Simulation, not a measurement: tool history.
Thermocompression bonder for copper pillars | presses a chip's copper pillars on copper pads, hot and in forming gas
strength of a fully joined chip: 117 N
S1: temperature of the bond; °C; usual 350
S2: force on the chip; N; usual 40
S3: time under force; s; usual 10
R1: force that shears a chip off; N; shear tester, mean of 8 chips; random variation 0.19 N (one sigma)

{"run": 1, "hour": 0.0, "S1": 350, "S2": 40, "S3": 10, "R1": 62.4}
{"run": 2, "hour": 24.7, "S1": 350, "S2": 40, "S3": 10, "R1": 62}
{"run": 3, "hour": 45.6, "S1": 350, "S2": 40, "S3": 10, "R1": 62.3}
{"run": 4, "hour": 61.2, "S1": 350, "S2": 40, "S3": 10, "R1": 62.6}
{"hour": 69.8, "done": "force cell calibrated"}
{"run": 5, "hour": 86.7, "S1": 350, "S2": 40, "S3": 10, "R1": 59}
{"run": 6, "hour": 112.1, "S1": 350, "S2": 39, "S3": 10, "R1": 58.4}
{"run": 7, "hour": 137.7, "S1": 333, "S2": 40, "S3": 10, "R1": 49.1}
{"run": 8, "hour": 159.6, "S1": 333, "S2": 40, "S3": 10, "R1": 49}
{"run": 9, "hour": 182.1, "S1": 350, "S2": 46, "S3": 10, "R1": 64.7}
{"run": 10, "hour": 207.0, "S1": 350, "S2": 40, "S3": 10, "R1": 58.7}
{"run": 11, "hour": 226.7, "S1": 350, "S2": 40, "S3": 10, "R1": 59.2}
{"run": 12, "hour": 245.5, "S1": 354, "S2": 40, "S3": 10, "R1": 61.4}
{"run": 13, "hour": 256.3, "S1": 354, "S2": 40, "S3": 10, "R1": 61.4}
{"run": 14, "hour": 280.9, "S1": 354, "S2": 40, "S3": 10, "R1": 61.5}
{"run": 15, "hour": 292.5, "S1": 354, "S2": 40, "S3": 26, "R1": 81.2}
{"run": 16, "hour": 311.8, "S1": 354, "S2": 40, "S3": 26, "R1": 81.1}
{"run": 17, "hour": 333.1, "S1": 354, "S2": 40, "S3": 26, "R1": 81.4}
{"run": 18, "hour": 351.6, "S1": 354, "S2": 40, "S3": 26, "R1": 81.1}
{"run": 19, "hour": 363.4, "S1": 354, "S2": 40, "S3": 26, "R1": 81.1}
{"run": 20, "hour": 388.2, "S1": 350, "S2": 31, "S3": 10, "R1": 49.6}
{"run": 21, "hour": 404.8, "S1": 330, "S2": 45, "S3": 10, "R1": 51.3}
{"run": 22, "hour": 418.4, "S1": 365, "S2": 45, "S3": 11, "R1": 74.9}
{"run": 23, "hour": 436.7, "S1": 350, "S2": 55, "S3": 10, "R1": 70.9}
{"run": 24, "hour": 456.0, "S1": 340, "S2": 55, "S3": 16, "R1": 74.9}
{"run": 25, "hour": 478.4, "S1": 346, "S2": 56, "S3": 16, "R1": 79.5}
{"run": 26, "hour": 497.1, "S1": 321, "S2": 40, "S3": 10, "R1": 41.8}
{"run": 27, "hour": 519.4, "S1": 321, "S2": 40, "S3": 10, "R1": 41.7}
{"run": 28, "hour": 535.5, "S1": 321, "S2": 40, "S3": 18, "R1": 52.1}
{"run": 29, "hour": 560.3, "S1": 345, "S2": 40, "S3": 13, "R1": 60.6}
{"run": 30, "hour": 584.2, "S1": 345, "S2": 40, "S3": 13, "R1": 60.3}
{"run": 31, "hour": 603.2, "S1": 326, "S2": 39, "S3": 6, "R1": 35.4}
{"run": 32, "hour": 624.5, "S1": 328, "S2": 35, "S3": 14, "R1": 47.4}
{"run": 33, "hour": 636.4, "S1": 371, "S2": 45, "S3": 16, "R1": 85}
{"run": 34, "hour": 658.9, "S1": 371, "S2": 45, "S3": 16, "R1": 85.2}
{"run": 35, "hour": 674.5, "S1": 375, "S2": 42, "S3": 16, "R1": 84.6}
{"run": 36, "hour": 692.8, "S1": 375, "S2": 42, "S3": 20, "R1": 88.5}
{"run": 37, "hour": 719.5, "S1": 359, "S2": 50, "S3": 6, "R1": 61.9}
{"run": 38, "hour": 742.2, "S1": 359, "S2": 50, "S3": 7, "R1": 64.8}
{"run": 39, "hour": 758.6, "S1": 346, "S2": 46, "S3": 6, "R1": 51.3}

Forecast each of these 3 alternatives for the next run:
{"run": "A", "hour": 769.9, "S1": 350, "S2": 25, "S3": 10, "R1": "?"}
{"run": "B", "hour": 769.9, "S1": 350, "S2": 52, "S3": 10, "R1": "?"}
{"run": "C", "hour": 769.9, "S1": 347, "S2": 40, "S3": 8, "R1": "?"}

run=A R1=41.9
run=B R1=68.4
run=C R1=51.8
Without the tool's hidden state the same runs would have given:
run=A R1=44.1
run=B R1=71.6
run=C R1=54.5
